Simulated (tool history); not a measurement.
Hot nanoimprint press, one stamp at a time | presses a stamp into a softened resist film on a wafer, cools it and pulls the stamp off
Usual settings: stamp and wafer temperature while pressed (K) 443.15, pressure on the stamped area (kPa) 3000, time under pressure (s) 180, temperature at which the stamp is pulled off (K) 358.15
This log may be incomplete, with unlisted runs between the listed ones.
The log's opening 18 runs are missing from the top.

run   hour  stamp and wafer temperature while pressed (K)  pressure on the stamped area (kPa)  time under pressure (s)  temperature at which the stamp is pulled off (K)  hours of work since the thermocouple was calibrated  imprints on the stamp's release coat  hours of work since the press's seals were changed  resist left under the stamp's widest pad (Å)  greatest force while the stamp is pulled off (N)
 19  169.1                                         432.15                                2710                      320                                            358.15                                                   25                                   647                                                 128                                          1408                                               152
 20  178.4                                         452.15                                3000                      180                                            358.15                                                   28                                   663                                                 132                                           540                                               155
 21  186.5                                         441.15                                3940                      316                                            361.15                                                   32                                   678                                                 135                                           739                                               158
 22  195.1                                         451.15                                2770                      103                                            358.15                                                   35                                   693                                                 139                                           755                                               163
 23  209.3                                         453.15                                2770                      205                                            345.15                                                   41                                   718                                                 145                                           514                                               197
 24  215.6                                         443.15                                1990                      180                                            351.15                                                   44                                   728                                                 148                                          1086                                               183
 25  226.3                                         440.15                                1990                      180                                            359.15                                                   48                                   747                                                 152                                          1251                                               165
 26  235.6                                         454.15                                2480                      328                                            359.15                                                   52                                   763                                                 156                                           407                                               163
 27  244.4                                         445.15                                2480                      328                                            359.15                                                   56                                   779                                                 159                                           697                                               157
 28  253.4                                         443.15                                2750                      157                                            346.15                                                   60                                   794                                                 163                                          1010                                               197
 29  260.8                                         443.15                                3410                      280                                            349.15                                                   63                                   807                                                 166                                           742                                               189
 30  274.4                                         443.15                                3410                      280                                            349.15                                                   68                                   831                                                 172                                           740                                               202

Here are 4 independent what-if runs from the current tool condition. What would each one return?
  A   282                                         440.15                                4280                      180                                            358.15                                                   71                                   845                                                 175                                             ?                                                 ?
  B   282                                         443.15                                3610                      180                                            358.15                                                   71                                   845                                                 175                                             ?                                                 ?
  C   282                                         433.15                                3380                      240                                            349.15                                                   71                                   845                                                 175                                             ?                                                 ?
  D   282                                         443.15                                3000                      180                                            361.15                                                   71                                   845                                                 175                                             ?                                                 ?

run  resist left under the stamp's widest pad (Å)  greatest force while the stamp is pulled off (N)
  A                                           943                                               160
  B                                           851                                               166
  C                                          1376                                               188
  D                                           932                                               167
What these runs would have given with no unlogged condition in the tool:
run  resist left under the stamp's widest pad (Å)  greatest force while the stamp is pulled off (N)
  A                                           915                                               143
  B                                           826                                               149
  C                                          1346                                               169
  D                                           907                                               150
